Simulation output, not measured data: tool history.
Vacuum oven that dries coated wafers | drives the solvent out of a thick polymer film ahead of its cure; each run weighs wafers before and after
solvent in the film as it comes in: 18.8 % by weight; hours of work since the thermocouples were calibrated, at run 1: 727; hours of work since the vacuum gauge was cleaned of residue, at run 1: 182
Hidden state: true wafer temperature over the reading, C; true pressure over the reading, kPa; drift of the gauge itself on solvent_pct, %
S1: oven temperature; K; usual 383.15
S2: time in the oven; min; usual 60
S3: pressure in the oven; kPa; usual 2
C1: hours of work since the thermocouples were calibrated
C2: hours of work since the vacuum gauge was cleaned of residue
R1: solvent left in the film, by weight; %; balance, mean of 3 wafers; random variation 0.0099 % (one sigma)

run	day	S1	S2	S3	C1	C2	R1
1	0	383.15	60	2	727	182	2.963
2	0.892	383.15	60	2	742	197	2.946
3	1.833	383.15	60	2	758	212	2.964
4	3.112	383.15	60	2	779	233	2.956
5	3.988	383.15	60	2	793	248	2.947
6	5.133	391.15	60	2	812	267	2.023
7	6	391.15	60	2	826	281	2.009
8	6.558	391.15	60	2	836	290	2.005
9	7.562	373.15	60	2	852	307	5.05
10	8.704	383.15	56	2	871	326	3.047
11	9.95	383.15	56	2	892	346	3.048
12	10.892	383.15	60	2	907	362	2.944
13	11.804	383.15	60	1.87	922	377	2.779
14	12.95	383.15	60	1.87	941	396	2.77
15	13.996	383.15	60	1.87	958	413	2.764
16	15.225	393.15	60	1.87	979	433	1.726
17	16.271	384.15	60	2	996	450	2.792
18	17.221	384.15	60	2	1012	466	2.775
19	17.783	384.15	60	2	1021	475	2.775
20	18.696	384.15	60	5.35	1036	490	6.605
21	19.9	384.15	60	5.35	1056	510	6.61
22	21.038	383.15	60	2	1075	529	2.91
23	22.008	383.15	60	2	1091	545	2.906
24	22.683	383.15	60	2	1102	556	2.919
25	23.567	388.15	79	5.43	1116	571	5.633
26	24.521	383.15	60	2.67	1132	587	3.685
# day 24.721: oven's thermocouples calibrated
27	25.496	394.15	35	2	13	601	2.22
28	26.2	394.15	35	2	24	613	2.236
29	27.425	371.15	60	2.78	45	633	6.653
30	28.092	377.15	60	1.37	56	644	3.064
# day 29.029: oven's thermocouples calibrated, once more
31	29.388	377.15	66	2	6	664	4.132
32	30.392	383.15	60	6.09	23	681	8.167
33	31.392	383.15	87	2.27	39	697	3.083
34	32.338	384.15	38	3.63	55	713	5.918
35	33.271	392.15	34	1.11	70	728	2.078
36	34.221	392.15	94	2	86	744	1.934
37	34.833	391.15	63	3.46	96	754	3.516
38	35.529	395.15	60	3.03	107	766	2.683
39	36.683	395.15	60	3.03	126	785	2.697
40	37.821	395.15	62	5.29	145	804	4.582
41	38.592	386.15	42	3.13	158	816	4.612
42	39.267	371.15	37	3.07	169	827	9.429
43	39.925	389.15	36	3.07	180	838	4.242
44	40.838	389.15	36	3.07	195	853	4.249
45	41.604	389.15	36	3.07	208	866	4.246
46	42.471	389.15	36	3.07	222	880	4.268
47	43.233	389.15	36	3.07	234	893	4.228

Measured less the same run without the tool's hidden state. The same run-to-run variation is in both; the gauge's scatter may not be:
run	R1
1	-0.135
2	-0.136
3	-0.139
4	-0.141
5	-0.143
6	-0.076
7	-0.076
8	-0.077
9	-0.272
10	-0.166
11	-0.169
12	-0.158
13	-0.154
14	-0.156
15	-0.158
16	-0.064
17	-0.155
18	-0.157
19	-0.157
20	-0.322
21	-0.327
22	-0.177
23	-0.179
24	-0.181
25	-0.255
26	-0.219
27	-0.209
28	-0.21
29	-0.526
30	-0.308
31	+0.107
32	+0.092
33	+0.083
34	+0.074
35	+0.056
36	+0.061
37	+0.059
38	+0.052
39	+0.051
40	+0.042
41	+0.045
42	+0.046
43	+0.033
44	+0.029
45	+0.026
46	+0.023
47	+0.019
